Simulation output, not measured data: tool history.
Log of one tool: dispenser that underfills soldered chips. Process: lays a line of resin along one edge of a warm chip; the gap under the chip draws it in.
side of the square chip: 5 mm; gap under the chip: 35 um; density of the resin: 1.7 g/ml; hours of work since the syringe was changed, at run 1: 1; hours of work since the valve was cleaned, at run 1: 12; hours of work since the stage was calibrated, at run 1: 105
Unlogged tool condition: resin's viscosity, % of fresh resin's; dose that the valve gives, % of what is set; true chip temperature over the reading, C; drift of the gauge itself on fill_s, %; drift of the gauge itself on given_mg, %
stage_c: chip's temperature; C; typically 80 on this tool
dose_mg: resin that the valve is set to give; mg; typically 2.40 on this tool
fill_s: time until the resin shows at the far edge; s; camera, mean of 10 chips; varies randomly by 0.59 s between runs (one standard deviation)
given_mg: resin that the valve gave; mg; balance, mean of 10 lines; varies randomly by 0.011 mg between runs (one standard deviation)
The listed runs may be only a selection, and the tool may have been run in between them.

| run | day | stage_c | dose_mg | hours of work since the syringe was changed | hours of work since the valve was cleaned | hours of work since the stage was calibrated | fill_s | given_mg |
|---|---|---|---|---|---|---|---|---|
| 1 | 0.000 | 80 | 2.40 | 1 | 12 | 105 | 55.4 | 2.37 |
|  | 0.288 | new syringe of resin |
| 2 | 0.292 | 80 | 2.40 | 0 | 17 | 109 | 51.6 | 2.38 |
|  | 0.683 | new syringe of resin |
| 3 | 0.871 | 80 | 2.40 | 3 | 26 | 119 | 61.4 | 2.33 |
|  | 1.062 | new syringe of resin |
|  | 1.450 | new syringe of resin |
| 4 | 1.462 | 80 | 2.40 | 0 | 35 | 128 | 50.0 | 2.33 |
| 5 | 1.733 | 80 | 2.40 | 5 | 40 | 132 | 72.8 | 2.31 |
|  | 1.846 | new syringe of resin |
|  | 1.942 | dispensing valve cleaned and set on the balance |
|  | 2.262 | new syringe of resin |
| 6 | 2.367 | 68 | 2.40 | 2 | 7 | 142 | 104.1 | 2.39 |
|  | 2.679 | new syringe of resin |
| 7 | 2.912 | 68 | 2.40 | 4 | 16 | 151 | 123.6 | 2.38 |
|  | 3.058 | new syringe of resin |
| 8 | 3.388 | 79 | 2.40 | 5 | 23 | 158 | 82.9 | 2.36 |
|  | 3.433 | new syringe of resin |
| 9 | 3.758 | 79 | 2.40 | 5 | 29 | 164 | 80.2 | 2.33 |
|  | 3.825 | new syringe of resin |
|  | 4.233 | new syringe of resin |
| 10 | 4.262 | 79 | 2.40 | 0 | 37 | 172 | 55.9 | 2.33 |
|  | 4.621 | dispensing valve cleaned and set on the balance |
|  | 4.675 | new syringe of resin |
| 11 | 4.858 | 79 | 2.40 | 3 | 4 | 181 | 65.0 | 2.40 |
|  | 5.083 | new syringe of resin |
| 12 | 5.204 | 86 | 2.39 | 2 | 9 | 187 | 42.6 | 2.36 |
|  | 5.475 | new syringe of resin |
| 13 | 5.554 | 86 | 2.39 | 1 | 15 | 193 | 40.5 | 2.35 |
|  | 5.867 | new syringe of resin |
| 14 | 6.062 | 92 | 2.64 | 3 | 23 | 201 | 35.8 | 2.60 |
|  | 6.262 | new syringe of resin |
| 15 | 6.404 | 82 | 2.12 | 2 | 29 | 206 | 55.8 | 2.11 |
|  | 6.633 | new syringe of resin |
| 16 | 6.900 | 65 | 3.00 | 4 | 37 | 214 | 152.4 | 2.93 |
|  | 7.021 | new syringe of resin |
|  | 7.296 | dispensing valve cleaned and set on the balance |
| 17 | 7.338 | 65 | 3.00 | 5 | 1 | 221 | 149.4 | 3.02 |
|  | 7.438 | new syringe of resin |
|  | 7.821 | new syringe of resin |
| 18 | 7.912 | 65 | 3.00 | 2 | 10 | 230 | 118.5 | 2.99 |
|  | 8.212 | new syringe of resin |
| 19 | 8.246 | 77 | 2.15 | 1 | 15 | 235 | 60.2 | 2.11 |
|  | 8.608 | new syringe of resin |
| 20 | 8.800 | 77 | 2.26 | 3 | 24 | 244 | 72.5 | 2.22 |
|  | 8.988 | new syringe of resin |
|  | 9.392 | new syringe of resin |
| 21 | 9.417 | 69 | 2.26 | 0 | 34 | 254 | 87.5 | 2.20 |
|  | 9.771 | new syringe of resin |
| 22 | 9.821 | 94 | 2.40 | 1 | 40 | 261 | 26.8 | 2.30 |

What if the next run were any one of these 5? Each begins from the tool's condition after run 22:
|  | 9.988 | dispensing valve cleaned and set on the balance |
|  | 10.212 | new syringe of resin |
| A | 10.346 | 87 | 2.55 | 2 | 6 | 268 | ? | ? |
|  | 9.988 | dispensing valve cleaned and set on the balance |
|  | 10.212 | new syringe of resin |
| B | 10.346 | 83 | 2.94 | 2 | 6 | 268 | ? | ? |
|  | 9.988 | dispensing valve cleaned and set on the balance |
|  | 10.212 | new syringe of resin |
| C | 10.346 | 94 | 2.12 | 2 | 6 | 268 | ? | ? |
|  | 9.988 | dispensing valve cleaned and set on the balance |
|  | 10.212 | new syringe of resin |
| D | 10.346 | 91 | 2.40 | 2 | 6 | 268 | ? | ? |
|  | 9.988 | dispensing valve cleaned and set on the balance |
|  | 10.212 | new syringe of resin |
| E | 10.346 | 80 | 2.74 | 2 | 6 | 268 | ? | ? |

| run | fill_s | given_mg |
|---|---|---|
| A | 39.7 | 2.54 |
| B | 48.1 | 2.91 |
| C | 28.8 | 2.10 |
| D | 33.7 | 2.37 |
| E | 55.5 | 2.70 |
With the hidden condition removed and each run's random variation left untouched, the same runs would have given:
| run | fill_s | given_mg |
|---|---|---|
| A | 35.7 | 2.56 |
| B | 43.5 | 2.92 |
| C | 25.9 | 2.11 |
| D | 30.4 | 2.39 |
| E | 50.2 | 2.71 |
